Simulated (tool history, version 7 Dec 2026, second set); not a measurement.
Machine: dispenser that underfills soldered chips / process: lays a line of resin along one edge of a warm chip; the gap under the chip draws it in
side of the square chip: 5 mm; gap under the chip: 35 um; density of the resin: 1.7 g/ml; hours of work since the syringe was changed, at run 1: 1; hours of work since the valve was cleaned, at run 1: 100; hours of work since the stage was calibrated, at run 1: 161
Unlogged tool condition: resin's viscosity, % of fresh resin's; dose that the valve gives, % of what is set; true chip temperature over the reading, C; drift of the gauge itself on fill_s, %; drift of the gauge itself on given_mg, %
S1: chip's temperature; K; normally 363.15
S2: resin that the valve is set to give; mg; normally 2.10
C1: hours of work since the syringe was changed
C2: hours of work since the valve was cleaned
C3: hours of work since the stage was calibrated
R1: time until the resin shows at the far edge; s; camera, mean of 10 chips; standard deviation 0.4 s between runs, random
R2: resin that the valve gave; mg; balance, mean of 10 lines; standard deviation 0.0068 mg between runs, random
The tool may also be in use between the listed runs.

run,hour,S1,S2,C1,C2,C3,R1,R2
1,0.0,363.15,2.10,1,100,161,30.0,1.975
2,3.4,363.15,2.10,3,103,163,36.7,1.961
3,8.1,365.15,2.10,6,106,166,42.8,1.981
# hour 11.3: new syringe of resin
4,11.9,363.15,2.10,0,108,168,27.3,1.955
5,16.0,363.15,2.10,3,110,170,35.5,1.947
6,19.7,376.15,2.10,5,113,173,23.0,1.946
7,23.4,376.15,2.10,8,115,175,28.0,1.964
# hour 24.0: new syringe of resin
# hour 27.2: dispensing valve cleaned and set on the balance
8,27.6,376.15,2.10,2,0,177,16.4,2.089
9,33.4,372.15,2.10,5,4,181,27.6,2.088
# hour 37.8: new syringe of resin
10,38.7,372.15,2.10,1,7,184,18.1,2.083
11,45.1,363.15,2.10,5,11,188,38.8,2.087
# hour 50.8: new syringe of resin
12,51.1,363.15,2.10,0,15,191,26.2,2.073
13,56.0,363.15,2.10,3,18,194,35.7,2.077
14,59.9,363.15,2.10,6,20,197,43.5,2.071
# hour 63.7: new syringe of resin
15,66.7,363.15,2.10,2,24,201,31.4,2.056
16,70.7,363.15,2.10,4,27,204,38.8,2.056
17,73.7,363.15,2.41,6,29,205,45.0,2.357
# hour 76.7: new syringe of resin
18,78.5,363.15,2.41,1,32,208,29.0,2.355
19,84.4,366.15,2.28,5,35,212,35.7,2.227
# hour 89.6: new syringe of resin
20,90.4,350.15,2.36,0,39,216,53.2,2.301
21,93.6,350.15,2.36,2,41,218,63.2,2.299
22,97.7,348.15,1.97,5,44,220,93.3,1.916
23,100.9,354.15,2.10,7,46,222,78.8,2.045
# hour 102.5: new syringe of resin
24,106.8,360.15,2.54,3,49,226,38.4,2.460
25,110.1,360.15,2.54,5,51,228,45.9,2.455
# hour 115.5: new syringe of resin
26,116.6,371.15,2.23,1,55,232,18.4,2.162
27,120.2,349.15,2.44,3,57,234,68.8,2.352
28,124.9,371.15,1.96,6,60,237,31.9,1.885
# hour 128.2: new syringe of resin
29,131.3,363.15,2.65,2,64,241,30.9,2.536
30,136.2,352.15,1.99,5,67,244,74.3,1.905
# hour 141.3: new syringe of resin
31,141.8,358.15,2.08,0,71,247,35.5,1.977
32,147.7,358.15,2.08,4,74,251,49.5,1.981
33,151.0,353.15,2.25,6,76,253,75.6,2.148
# hour 154.4: new syringe of resin
34,157.6,359.15,2.44,2,80,257,39.1,2.309
35,163.4,349.15,1.88,6,84,261,93.5,1.784
# hour 167.2: new syringe of resin
36,168.8,349.15,1.88,1,87,264,63.9,1.780

Each row is a separate what-if for the run after 36, all from the same tool condition, not one after another. Results?
A,172.7,365.15,2.54,3,90,266,?,?
B,172.7,371.15,1.81,3,90,266,?,?
C,172.7,366.15,2.63,3,90,266,?,?

run,R1,R2
A,33.7,2.404
B,27.6,1.708
C,31.9,2.476
What these runs would have given with no unlogged condition in the tool:
run,R1,R2
A,23.2,2.548
B,18.7,1.811
C,21.9,2.626
